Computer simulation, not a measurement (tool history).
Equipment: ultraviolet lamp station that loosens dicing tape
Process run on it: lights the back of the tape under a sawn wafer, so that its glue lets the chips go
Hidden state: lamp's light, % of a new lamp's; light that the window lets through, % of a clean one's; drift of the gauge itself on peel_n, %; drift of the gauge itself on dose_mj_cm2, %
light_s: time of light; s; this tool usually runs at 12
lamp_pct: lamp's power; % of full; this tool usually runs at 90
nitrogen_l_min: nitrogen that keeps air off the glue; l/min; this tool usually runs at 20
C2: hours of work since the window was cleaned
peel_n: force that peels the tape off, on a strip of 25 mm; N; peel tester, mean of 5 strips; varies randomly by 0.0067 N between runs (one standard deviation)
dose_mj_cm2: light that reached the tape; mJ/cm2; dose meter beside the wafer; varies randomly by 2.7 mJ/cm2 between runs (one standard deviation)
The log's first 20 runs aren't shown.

{"run": 21, "day": 9.204, "light_s": 12, "lamp_pct": 90, "nitrogen_l_min": 20, "hours of work of the lamp": 159, "C2": 175, "peel_n": 0.222, "dose_mj_cm2": 351}
{"run": 22, "day": 9.658, "light_s": 12, "lamp_pct": 90, "nitrogen_l_min": 20, "hours of work of the lamp": 164, "C2": 180, "peel_n": 0.225, "dose_mj_cm2": 349}
{"run": 23, "day": 10.192, "light_s": 10, "lamp_pct": 88, "nitrogen_l_min": 18, "hours of work of the lamp": 169, "C2": 185, "peel_n": 0.422, "dose_mj_cm2": 287}
{"run": 24, "day": 10.788, "light_s": 11, "lamp_pct": 90, "nitrogen_l_min": 20, "hours of work of the lamp": 175, "C2": 191, "peel_n": 0.274, "dose_mj_cm2": 324}
{"run": 25, "day": 11.196, "light_s": 11, "lamp_pct": 90, "nitrogen_l_min": 20, "hours of work of the lamp": 180, "C2": 195, "peel_n": 0.28, "dose_mj_cm2": 319}
{"run": 26, "day": 11.483, "light_s": 11, "lamp_pct": 90, "nitrogen_l_min": 20, "hours of work of the lamp": 183, "C2": 198, "peel_n": 0.281, "dose_mj_cm2": 324}
{"run": 27, "day": 12.096, "light_s": 10, "lamp_pct": 83, "nitrogen_l_min": 20, "hours of work of the lamp": 189, "C2": 205, "peel_n": 0.447, "dose_mj_cm2": 271}
{"run": 28, "day": 12.475, "light_s": 16, "lamp_pct": 68, "nitrogen_l_min": 7, "hours of work of the lamp": 193, "C2": 208, "peel_n": 0.553, "dose_mj_cm2": 356}
{"run": 29, "day": 12.779, "light_s": 16, "lamp_pct": 65, "nitrogen_l_min": 9, "hours of work of the lamp": 196, "C2": 212, "peel_n": 0.494, "dose_mj_cm2": 338}
{"run": 30, "day": 13.154, "light_s": 22, "lamp_pct": 65, "nitrogen_l_min": 15, "hours of work of the lamp": 200, "C2": 215, "peel_n": 0.124, "dose_mj_cm2": 476}
{"run": 31, "day": 13.792, "light_s": 24, "lamp_pct": 69, "nitrogen_l_min": 20, "hours of work of the lamp": 206, "C2": 222, "peel_n": 0.09, "dose_mj_cm2": 540}
{"run": 32, "day": 14.246, "light_s": 24, "lamp_pct": 69, "nitrogen_l_min": 20, "hours of work of the lamp": 211, "C2": 227, "peel_n": 0.091, "dose_mj_cm2": 545}
{"run": 33, "day": 14.529, "light_s": 24, "lamp_pct": 69, "nitrogen_l_min": 20, "hours of work of the lamp": 213, "C2": 229, "peel_n": 0.099, "dose_mj_cm2": 544}
{"run": 34, "day": 14.846, "light_s": 24, "lamp_pct": 69, "nitrogen_l_min": 20, "hours of work of the lamp": 217, "C2": 233, "peel_n": 0.09, "dose_mj_cm2": 544}
{"run": 35, "day": 15.321, "light_s": 24, "lamp_pct": 69, "nitrogen_l_min": 20, "hours of work of the lamp": 222, "C2": 237, "peel_n": 0.091, "dose_mj_cm2": 547}
{"run": 36, "day": 15.825, "light_s": 8, "lamp_pct": 75, "nitrogen_l_min": 9, "hours of work of the lamp": 227, "C2": 243, "peel_n": 1.554, "dose_mj_cm2": 196}
{"run": 37, "day": 16.192, "light_s": 8, "lamp_pct": 75, "nitrogen_l_min": 9, "hours of work of the lamp": 230, "C2": 246, "peel_n": 1.592, "dose_mj_cm2": 198}
{"run": 38, "day": 16.762, "light_s": 8, "lamp_pct": 75, "nitrogen_l_min": 9, "hours of work of the lamp": 236, "C2": 252, "peel_n": 1.573, "dose_mj_cm2": 195}
{"run": 39, "day": 17.2, "light_s": 7, "lamp_pct": 75, "nitrogen_l_min": 7, "hours of work of the lamp": 241, "C2": 257, "peel_n": 2.161, "dose_mj_cm2": 172}
{"run": 40, "day": 17.712, "light_s": 12, "lamp_pct": 90, "nitrogen_l_min": 15, "hours of work of the lamp": 246, "C2": 262, "peel_n": 0.285, "dose_mj_cm2": 354}
{"run": 41, "day": 18.142, "light_s": 12, "lamp_pct": 90, "nitrogen_l_min": 7, "hours of work of the lamp": 250, "C2": 266, "peel_n": 0.539, "dose_mj_cm2": 347}
{"run": 42, "day": 18.521, "light_s": 12, "lamp_pct": 90, "nitrogen_l_min": 7, "hours of work of the lamp": 254, "C2": 270, "peel_n": 0.541, "dose_mj_cm2": 354}

5 options for the next run, each taken on its own from the tool as it stands now. Forecast them:
{"run": "A", "day": 18.9, "light_s": 10, "lamp_pct": 90, "nitrogen_l_min": 11, "hours of work of the lamp": 258, "C2": 274, "peel_n": "?", "dose_mj_cm2": "?"}
{"run": "B", "day": 18.9, "light_s": 7, "lamp_pct": 68, "nitrogen_l_min": 10, "hours of work of the lamp": 258, "C2": 274, "peel_n": "?", "dose_mj_cm2": "?"}
{"run": "C", "day": 18.9, "light_s": 19, "lamp_pct": 65, "nitrogen_l_min": 20, "hours of work of the lamp": 258, "C2": 274, "peel_n": "?", "dose_mj_cm2": "?"}
{"run": "D", "day": 18.9, "light_s": 9, "lamp_pct": 93, "nitrogen_l_min": 22, "hours of work of the lamp": 258, "C2": 274, "peel_n": "?", "dose_mj_cm2": "?"}
{"run": "E", "day": 18.9, "light_s": 13, "lamp_pct": 90, "nitrogen_l_min": 20, "hours of work of the lamp": 258, "C2": 274, "peel_n": "?", "dose_mj_cm2": "?"}

run=A peel_n=0.578 dose_mj_cm2=292
run=B peel_n=2.104 dose_mj_cm2=152
run=C peel_n=0.16 dose_mj_cm2=404
run=D peel_n=0.416 dose_mj_cm2=276
run=E peel_n=0.186 dose_mj_cm2=379
Without the tool's unlogged condition, the same runs would have read:
run=A peel_n=0.576 dose_mj_cm2=292
run=B peel_n=2.101 dose_mj_cm2=152
run=C peel_n=0.159 dose_mj_cm2=404
run=D peel_n=0.415 dose_mj_cm2=277
run=E peel_n=0.185 dose_mj_cm2=379
